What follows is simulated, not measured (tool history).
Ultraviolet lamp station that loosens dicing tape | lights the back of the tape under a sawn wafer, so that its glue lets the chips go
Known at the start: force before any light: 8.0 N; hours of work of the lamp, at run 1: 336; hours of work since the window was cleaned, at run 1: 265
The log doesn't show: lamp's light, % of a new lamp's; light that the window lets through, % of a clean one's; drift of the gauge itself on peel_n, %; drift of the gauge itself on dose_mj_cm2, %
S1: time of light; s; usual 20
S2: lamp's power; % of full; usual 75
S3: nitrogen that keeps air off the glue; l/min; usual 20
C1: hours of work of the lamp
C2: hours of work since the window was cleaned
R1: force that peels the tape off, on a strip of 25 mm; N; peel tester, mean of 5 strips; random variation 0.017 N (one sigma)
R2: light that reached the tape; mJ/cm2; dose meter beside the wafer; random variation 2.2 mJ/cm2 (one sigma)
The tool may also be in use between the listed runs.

run	hour	S1	S2	S3	C1	C2	R1	R2
1	0	20	75	20	336	265	1.047	168
2	8.4	20	75	20	341	270	1.061	170
3	21.1	20	75	20	348	277	1.059	170
4	28.9	20	96	20	353	282	0.644	217
5	39.8	20	96	20	359	288	0.643	219
6	47.3	20	96	20	364	293	0.643	215
7	60.7	20	75	20	372	301	1.08	171
# hour 62.1: window cleaned of glue's vapour
8	73.3	38	77	8	379	7	0.648	318
9	87.6	32	76	20	388	15	0.415	263
10	104.3	24	75	17	398	25	0.924	194
11	116.2	24	77	16	405	32	0.941	202
12	130.5	24	77	16	413	41	0.932	198
13	145.9	24	77	16	422	50	0.925	200
# hour 160.6: window cleaned of glue's vapour, once more
14	162.7	24	77	16	432	1	0.754	221

Measured less the same run without the tool's hidden state. The same run-to-run variation is in both; the gauge's scatter may not be:
run	R1	R2
1	+0.24	-24
2	+0.244	-24
3	+0.248	-25
4	+0.17	-32
5	+0.173	-33
6	+0.173	-33
7	+0.265	-26
8	+0.214	-62
9	+0.137	-53
10	+0.296	-39
11	+0.303	-42
12	+0.306	-42
13	+0.307	-43
14	+0.128	-20
